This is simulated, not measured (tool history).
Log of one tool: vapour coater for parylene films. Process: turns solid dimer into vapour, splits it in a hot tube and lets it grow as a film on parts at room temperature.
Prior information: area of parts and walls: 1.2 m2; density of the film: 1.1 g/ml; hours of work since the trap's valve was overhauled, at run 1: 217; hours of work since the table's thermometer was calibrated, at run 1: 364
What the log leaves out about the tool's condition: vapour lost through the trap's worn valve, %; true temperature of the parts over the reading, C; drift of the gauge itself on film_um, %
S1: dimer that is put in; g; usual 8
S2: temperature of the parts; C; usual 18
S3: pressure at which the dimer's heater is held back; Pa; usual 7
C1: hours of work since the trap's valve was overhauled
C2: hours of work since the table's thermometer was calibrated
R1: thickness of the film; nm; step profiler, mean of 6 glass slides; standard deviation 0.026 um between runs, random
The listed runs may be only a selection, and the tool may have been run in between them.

run     day  S1  S2    S3   C1   C2    R1
  1       0   8  18     7  217  364  3990
  2   0.742   8  18     7  231  379  3970
  3   1.258   8  18     7  241  389  3950
  4   1.833   4  18     7  253  400  1990
  5     2.5   8  19     7  266  413  3900
  6   2.988   8  19     7  275  423  3870
  7   3.571   8  18  3.31  287  435  4370
  8   4.029   8  18  3.31  296  444  4330
  9       5   8  18  3.31  315  463  4280
 10   5.779   8  18  3.31  330  478  4310
 11   6.188   8  18  3.31  338  486  4310
 12   6.971   8  18  5.29  354  501  4030
 13   7.871   8  18  5.29  371  519  4040
      7.954  -- table's thermometer calibrated
 14   8.729   8  11     7  387   15  4620
 15   9.504   8  11     7  403   31  4680
 16   9.971   8  11     7  412   40  4600
 17  10.783   8  11     7  428   56  4590
 18  11.475   4  18     7  441   69  1960
 19  12.479   8  18  4.82  461   89  4040
     12.792  -- table's thermometer calibrated, once more
 20  13.125   8  18  4.82  473    7  4170
 21  13.942   8  18  4.82  489   23  4150
 22  14.746   8  18     7  505   38  3960
 23  15.717   8  18     7  524   57  3950
 24  16.362   8  18     7  537   70  3940
 25  17.342   3  16  4.58  556   89  1600
 26  18.238   5  29  3.19  573  107  2030
 27  18.738   5  16  7.99  583  117  2510
     19.225  -- trap's valve overhauled
 28  19.775   8  30  3.65   11  134  3350
 29  20.421   3  23  9.55   23  147  1320
 30  20.929   7  25     7   33  157  3080
 31  21.346   7  25     7   42  165  3040
 32  21.854   8  14  5.22   52  175  4690
 33  22.475  13  14  5.44   64  187  7680
 34  22.892  13  14  5.44   72  195  7620
 35  23.712   7  18  3.54   88  211  3930
 36  24.154   8  16  3.54   97  220  4720
 37  25.138   8  18  2.69  116  239  4630
 38  26.088   5  19  7.88  135  258  2480
 39  27.004   5  19  7.88  153  276  2480
 40  27.933   5  19  7.88  171  294  2470
 41  28.512   5  19  7.88  183  306  2490
 42  29.262   5  19  7.88  197  320  2460
 43  29.904   4  16  7.79  210  333  2110
 44  30.825   4  16  7.79  228  351  2110
 45  31.708   4  16  7.79  245  368  2070

Branching from run 45: 5 alternative next runs. What would each branch give?
  A  32.546   6  25  3.03  262  385   ?
  B  32.546   4  27     7  262  385   ?
  C  32.546   8  13  4.65  262  385   ?
  D  32.546   6  15  6.87  262  385   ?
  E  32.546   4  10  7.64  262  385   ?

run    R1
  A  2810
  B  1620
  C  4760
  D  3270
  E  2440
Stripped of hidden state, with their random variation kept, the same runs would have yielded:
run    R1
  A  2910
  B  1680
  C  4930
  D  3390
  E  2530
